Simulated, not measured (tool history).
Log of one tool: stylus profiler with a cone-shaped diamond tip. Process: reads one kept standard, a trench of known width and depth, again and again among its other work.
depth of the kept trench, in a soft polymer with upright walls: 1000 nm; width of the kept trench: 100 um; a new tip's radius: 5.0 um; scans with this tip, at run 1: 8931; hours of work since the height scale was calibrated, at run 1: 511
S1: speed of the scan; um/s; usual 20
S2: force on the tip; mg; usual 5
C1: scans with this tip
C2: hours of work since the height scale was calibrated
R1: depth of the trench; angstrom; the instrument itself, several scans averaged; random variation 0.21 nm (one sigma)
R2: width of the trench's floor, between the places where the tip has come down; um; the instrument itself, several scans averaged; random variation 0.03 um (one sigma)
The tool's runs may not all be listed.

run	hour	S1	S2	C1	C2	R1	R2
1	0	20	5	8931	511	10215.4	91.64
2	32.7	20	5	9050	530	10219.3	91.54
3	61	20	1.91	9153	546	10107	91.51
4	98.7	20	1.91	9289	567	10107	91.47
5	150	20	1.91	9476	597	10101.3	91.45
6	196.8	20	1.91	9646	623	10103.9	91.41
7	226.8	20	1.91	9755	641	10104.8	91.41
8	288.8	16	5.04	9980	676	10209	91.34
9	328.7	5	3.74	10125	699	10172.7	91.34
10	387.6	28	5	10339	732	10209.3	91.31
11	419.9	10	2.8	10456	751	10135.3	91.24
12	467.4	10	2.8	10629	778	10132.2	91.18
13	510.9	6	2.86	10787	803	10134.7	91.22
14	560.8	13	2.84	10968	831	10131.3	91.09

3 ways to go on from here, each from the tool as it stands after run 14. What would each give?
A	595.1	11	6.68	11093	851	?	?
B	595.1	18	4.12	11093	851	?	?
C	595.1	16	5	11093	851	?	?

run	R1	R2
A	10251	91.2
B	10175	91.13
C	10202.2	91.16
Without the tool's hidden state the same runs would have given:
run	R1	R2
A	10278.2	94.04
B	10202	93.97
C	10229.4	94
